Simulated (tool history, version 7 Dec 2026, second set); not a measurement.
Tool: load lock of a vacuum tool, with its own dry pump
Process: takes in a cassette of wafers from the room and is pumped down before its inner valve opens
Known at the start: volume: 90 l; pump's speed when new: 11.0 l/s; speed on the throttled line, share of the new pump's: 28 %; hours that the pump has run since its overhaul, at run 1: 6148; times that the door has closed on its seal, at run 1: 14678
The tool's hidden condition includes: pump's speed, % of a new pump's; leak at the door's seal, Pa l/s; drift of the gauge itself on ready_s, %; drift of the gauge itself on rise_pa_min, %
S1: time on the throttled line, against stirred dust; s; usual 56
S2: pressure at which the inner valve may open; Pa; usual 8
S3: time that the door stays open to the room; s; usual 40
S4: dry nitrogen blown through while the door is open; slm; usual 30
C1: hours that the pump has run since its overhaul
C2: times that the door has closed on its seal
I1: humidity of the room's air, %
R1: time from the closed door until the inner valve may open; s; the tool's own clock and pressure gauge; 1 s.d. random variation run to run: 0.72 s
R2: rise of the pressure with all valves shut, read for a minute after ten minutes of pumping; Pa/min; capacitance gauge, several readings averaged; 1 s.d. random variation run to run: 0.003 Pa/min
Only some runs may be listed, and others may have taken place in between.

{"run": 1, "hour": 0.0, "S1": 56, "S2": 8, "S3": 40, "S4": 30, "C1": 6148, "C2": 14678, "I1": 45.7, "R1": 125.1, "R2": 0.106}
{"run": 2, "hour": 189.5, "S1": 56, "S2": 8, "S3": 40, "S4": 30, "C1": 6338, "C2": 15613, "I1": 42.4, "R1": 124.9, "R2": 0.123}
{"run": 3, "hour": 360.8, "S1": 56, "S2": 8, "S3": 40, "S4": 30, "C1": 6509, "C2": 16458, "I1": 46.1, "R1": 125.5, "R2": 0.121}
{"run": 4, "hour": 455.4, "S1": 56, "S2": 8, "S3": 40, "S4": 30, "C1": 6604, "C2": 16925, "I1": 43.7, "R1": 125.1, "R2": 0.136}
{"run": 5, "hour": 638.5, "S1": 56, "S2": 8, "S3": 40, "S4": 30, "C1": 6787, "C2": 17828, "I1": 47.4, "R1": 127.8, "R2": 0.143}
{"run": 6, "hour": 849.4, "S1": 56, "S2": 8, "S3": 39, "S4": 30, "C1": 6998, "C2": 18869, "I1": 43.2, "R1": 125.5, "R2": 0.151}
{"run": 7, "hour": 1030.6, "S1": 56, "S2": 8, "S3": 39, "S4": 30, "C1": 7179, "C2": 19763, "I1": 46.9, "R1": 127.3, "R2": 0.162}
{"run": 8, "hour": 1245.5, "S1": 56, "S2": 11, "S3": 40, "S4": 30, "C1": 7394, "C2": 20823, "I1": 44.1, "R1": 124.9, "R2": 0.173}
{"run": 9, "hour": 1423.9, "S1": 56, "S2": 11, "S3": 83, "S4": 30, "C1": 7572, "C2": 21703, "I1": 45.7, "R1": 123.7, "R2": 0.188}
{"run": 10, "hour": 1591.0, "S1": 56, "S2": 8, "S3": 40, "S4": 19, "C1": 7739, "C2": 22528, "I1": 43.4, "R1": 126.8, "R2": 0.197}
{"run": 11, "hour": 1689.2, "S1": 56, "S2": 8, "S3": 40, "S4": 19, "C1": 7837, "C2": 23012, "I1": 46.1, "R1": 127.1, "R2": 0.204}
{"run": 12, "hour": 1846.5, "S1": 56, "S2": 8, "S3": 40, "S4": 19, "C1": 7995, "C2": 23788, "I1": 46.1, "R1": 127.3, "R2": 0.212}
{"run": 13, "hour": 1994.2, "S1": 56, "S2": 8, "S3": 40, "S4": 24, "C1": 8142, "C2": 24517, "I1": 44.7, "R1": 128.1, "R2": 0.227}
{"run": 14, "hour": 2112.3, "S1": 56, "S2": 8, "S3": 40, "S4": 30, "C1": 8261, "C2": 25100, "I1": 44.8, "R1": 126.6, "R2": 0.234}
{"run": 15, "hour": 2227.6, "S1": 56, "S2": 8, "S3": 40, "S4": 30, "C1": 8376, "C2": 25669, "I1": 41.1, "R1": 127.2, "R2": 0.238}
{"run": 16, "hour": 2433.4, "S1": 56, "S2": 8, "S3": 40, "S4": 30, "C1": 8582, "C2": 26684, "I1": 45.9, "R1": 127.8, "R2": 0.251}
{"run": 17, "hour": 2660.1, "S1": 56, "S2": 14, "S3": 40, "S4": 30, "C1": 8808, "C2": 27803, "I1": 44.5, "R1": 123.1, "R2": 0.27}
{"run": 18, "hour": 2771.7, "S1": 56, "S2": 14, "S3": 40, "S4": 30, "C1": 8920, "C2": 28353, "I1": 46.3, "R1": 123.8, "R2": 0.278}
{"run": 19, "hour": 2942.8, "S1": 56, "S2": 8, "S3": 40, "S4": 7, "C1": 9091, "C2": 29197, "I1": 43.6, "R1": 128.7, "R2": 0.303}
{"run": 20, "hour": 3154.9, "S1": 28, "S2": 8, "S3": 49, "S4": 30, "C1": 9303, "C2": 30244, "I1": 42.8, "R1": 109.0, "R2": 0.305}
{"run": 21, "hour": 3333.3, "S1": 96, "S2": 14, "S3": 47, "S4": 30, "C1": 9482, "C2": 31124, "I1": 39.7, "R1": 150.0, "R2": 0.319}
{"hour": 3490.2, "done": "dry pump taken out, an overhauled one fitted"}
{"run": 22, "hour": 3555.1, "S1": 96, "S2": 14, "S3": 47, "S4": 30, "C1": 65, "C2": 32189, "I1": 44.5, "R1": 141.2, "R2": 0.343}
{"run": 23, "hour": 3732.7, "S1": 96, "S2": 14, "S3": 47, "S4": 30, "C1": 242, "C2": 33065, "I1": 44.8, "R1": 141.4, "R2": 0.361}
{"run": 24, "hour": 3881.9, "S1": 32, "S2": 14, "S3": 37, "S4": 30, "C1": 392, "C2": 33802, "I1": 44.5, "R1": 95.5, "R2": 0.365}
{"run": 25, "hour": 4026.5, "S1": 32, "S2": 14, "S3": 37, "S4": 30, "C1": 536, "C2": 34515, "I1": 45.0, "R1": 95.6, "R2": 0.381}
{"run": 26, "hour": 4219.8, "S1": 32, "S2": 14, "S3": 37, "S4": 30, "C1": 730, "C2": 35468, "I1": 44.7, "R1": 95.7, "R2": 0.393}
{"run": 27, "hour": 4314.7, "S1": 50, "S2": 9, "S3": 33, "S4": 30, "C1": 825, "C2": 35937, "I1": 43.3, "R1": 112.8, "R2": 0.399}
{"run": 28, "hour": 4521.6, "S1": 29, "S2": 12, "S3": 93, "S4": 30, "C1": 1031, "C2": 36958, "I1": 44.6, "R1": 95.7, "R2": 0.432}
{"run": 29, "hour": 4679.5, "S1": 56, "S2": 7, "S3": 40, "S4": 4, "C1": 1189, "C2": 37737, "I1": 43.1, "R1": 120.0, "R2": 0.449}
{"run": 30, "hour": 4822.9, "S1": 56, "S2": 7, "S3": 40, "S4": 4, "C1": 1333, "C2": 38444, "I1": 44.7, "R1": 121.1, "R2": 0.46}
{"run": 31, "hour": 4922.4, "S1": 56, "S2": 8, "S3": 40, "S4": 5, "C1": 1432, "C2": 38935, "I1": 45.0, "R1": 117.8, "R2": 0.486}
{"hour": 4977.1, "done": "door's seal changed, seat wiped"}
{"run": 32, "hour": 5115.8, "S1": 56, "S2": 9, "S3": 124, "S4": 30, "C1": 1624, "C2": 685, "I1": 45.5, "R1": 118.0, "R2": 0.019}
{"run": 33, "hour": 5218.3, "S1": 56, "S2": 6, "S3": 37, "S4": 12, "C1": 1727, "C2": 1191, "I1": 43.3, "R1": 121.4, "R2": 0.024}

For run 34, what comes out?
{"run": 34, "hour": 5387.6, "S1": 56, "S2": 8, "S3": 40, "S4": 12, "C1": 1896, "C2": 2026, "I1": 43.2, "R1": "?", "R2": "?"}

R1: 119.3 s
R2: 0.030 Pa/min
Take away the tool's hidden state, keep the run-to-run variation as it was, and the same run would have given R1 118.4 s, R2 0.023 Pa/min.
